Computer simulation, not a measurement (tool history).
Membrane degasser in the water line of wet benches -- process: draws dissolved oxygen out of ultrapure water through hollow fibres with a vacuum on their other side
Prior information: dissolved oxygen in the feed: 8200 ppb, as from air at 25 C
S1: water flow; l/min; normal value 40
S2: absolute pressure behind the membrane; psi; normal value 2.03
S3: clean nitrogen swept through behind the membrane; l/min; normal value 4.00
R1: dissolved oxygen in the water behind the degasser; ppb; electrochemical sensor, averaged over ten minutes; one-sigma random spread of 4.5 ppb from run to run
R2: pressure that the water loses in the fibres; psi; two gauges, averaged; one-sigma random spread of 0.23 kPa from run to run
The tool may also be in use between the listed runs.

| run | hour | S1 | S2 | S3 | R1 | R2 |
|---|---|---|---|---|---|---|
| 1 | 0.0 | 40 | 2.03 | 4.00 | 480.0 | 8.978 |
| 2 | 167.0 | 44 | 2.03 | 4.00 | 571.5 | 9.864 |
| 3 | 336.9 | 52 | 2.03 | 4.00 | 761.7 | 11.651 |
| 4 | 506.6 | 52 | 2.03 | 4.00 | 745.1 | 11.683 |
| 5 | 675.1 | 52 | 2.03 | 4.00 | 754.9 | 11.678 |
|  | 754.3 | vacuum gauge calibrated |
| 6 | 867.5 | 52 | 2.03 | 4.00 | 749.8 | 11.674 |
| 7 | 1053.9 | 52 | 2.03 | 4.00 | 733.8 | 11.776 |
| 8 | 1210.5 | 38 | 2.03 | 4.00 | 446.5 | 8.601 |
| 9 | 1390.0 | 60 | 1.58 | 5.20 | 796.7 | 13.586 |
| 10 | 1568.2 | 60 | 1.58 | 5.20 | 816.7 | 13.681 |
| 11 | 1744.6 | 29 | 3.81 | 11.40 | 241.9 | 6.547 |
| 12 | 1901.9 | 29 | 3.81 | 11.40 | 246.1 | 6.609 |
| 13 | 1990.5 | 29 | 2.76 | 2.55 | 501.7 | 6.592 |
| 14 | 2205.9 | 29 | 2.76 | 2.55 | 491.4 | 6.577 |
| 15 | 2353.9 | 26 | 3.21 | 2.96 | 444.9 | 5.961 |

3 options for the next run, each taken on its own from the tool as it stands now. Forecast them:
| A | 2542.9 | 26 | 2.02 | 4.02 | ? | ? |
| B | 2542.9 | 26 | 3.21 | 1.83 | ? | ? |
| C | 2542.9 | 26 | 3.21 | 3.88 | ? | ? |

| run | R1 | R2 |
|---|---|---|
| A | 236.7 | 5.894 |
| B | 640.7 | 5.967 |
| C | 368.7 | 5.877 |
The same runs, with their run-to-run variation unchanged, on a tool lacking any hidden condition would have given:
| run | R1 | R2 |
|---|---|---|
| A | 217.5 | 5.556 |
| B | 621.0 | 5.627 |
| C | 349.2 | 5.539 |
